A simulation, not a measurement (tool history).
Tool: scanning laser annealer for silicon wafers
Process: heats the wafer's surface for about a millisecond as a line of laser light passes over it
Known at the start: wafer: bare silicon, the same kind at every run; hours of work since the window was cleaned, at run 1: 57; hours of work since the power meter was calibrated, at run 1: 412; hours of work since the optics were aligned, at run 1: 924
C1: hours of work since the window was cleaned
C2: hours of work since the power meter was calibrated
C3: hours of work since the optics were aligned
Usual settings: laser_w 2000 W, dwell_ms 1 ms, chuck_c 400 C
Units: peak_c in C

Run 1, hour 0: usual settings; C1 57; C2 412; C3 924. Result: peak_c 1102 C.
Run 2, hour 14.9: usual settings; C1 67; C2 422; C3 934. Result: peak_c 1102 C.
Run 3, hour 22.1: usual settings but chuck_c 411 C; C1 71; C2 427; C3 938. Result: peak_c 1113 C.
Run 4, hour 32.6: usual settings but chuck_c 411 C; C1 78; C2 434; C3 945. Result: peak_c 1112 C.
At hour 38.9: optics aligned, line set to its width.
Run 5, hour 51.1: usual settings but chuck_c 411 C; C1 87; C2 442; C3 8. Result: peak_c 1112 C.
Run 6, hour 66.1: usual settings but chuck_c 411 C; C1 97; C2 452; C3 18. Result: peak_c 1113 C.
Run 7, hour 82.9: usual settings but laser_w 1982 W, dwell_ms 0.83 ms; C1 108; C2 463; C3 29. Result: peak_c 1037 C.
Run 8, hour 94.9: usual settings but laser_w 1987 W, dwell_ms 0.71 ms, chuck_c 369 C; C1 116; C2 471; C3 36. Result: peak_c 964 C.
Run 9, hour 110.7: usual settings but laser_w 1987 W, dwell_ms 0.71 ms, chuck_c 369 C; C1 126; C2 481; C3 47. Result: peak_c 966 C.
Run 10, hour 127.5: usual settings but laser_w 1987 W, dwell_ms 0.71 ms, chuck_c 369 C; C1 137; C2 492; C3 58. Result: peak_c 965 C.
Run 11, hour 138.3: usual settings but laser_w 1987 W, dwell_ms 0.71 ms, chuck_c 369 C; C1 144; C2 499; C3 65. Result: peak_c 965 C.
Run 12, hour 146.3: usual settings but dwell_ms 0.99 ms, chuck_c 401 C; C1 149; C2 504; C3 70. Result: peak_c 1099 C.

5 ways to go on from here, each from the tool as it stands after run 12. What would each give?
Run A, hour 162.7: usual settings but dwell_ms 1.15 ms, chuck_c 371 C; C1 160; C2 515; C3 81. Result: peak_c ?.
Run B, hour 162.7: usual settings but laser_w 1848 W, dwell_ms 0.9 ms, chuck_c 402 C; C1 160; C2 515; C3 81. Result: peak_c ?.
Run C, hour 162.7: usual settings but laser_w 2008 W, dwell_ms 1.02 ms, chuck_c 401 C; C1 160; C2 515; C3 81. Result: peak_c ?.
Run D, hour 162.7: usual settings but laser_w 2080 W, dwell_ms 0.73 ms, chuck_c 409 C; C1 160; C2 515; C3 81. Result: peak_c ?.
Run E, hour 162.7: usual settings but laser_w 2057 W, dwell_ms 0.79 ms, chuck_c 395 C; C1 160; C2 515; C3 81. Result: peak_c ?.

run  peak_c
  A    1116
  B    1009
  C    1110
  D    1044
  E    1044
Without the tool's hidden state the same runs would have given:
run  peak_c
  A    1116
  B    1010
  C    1111
  D    1044
  E    1044

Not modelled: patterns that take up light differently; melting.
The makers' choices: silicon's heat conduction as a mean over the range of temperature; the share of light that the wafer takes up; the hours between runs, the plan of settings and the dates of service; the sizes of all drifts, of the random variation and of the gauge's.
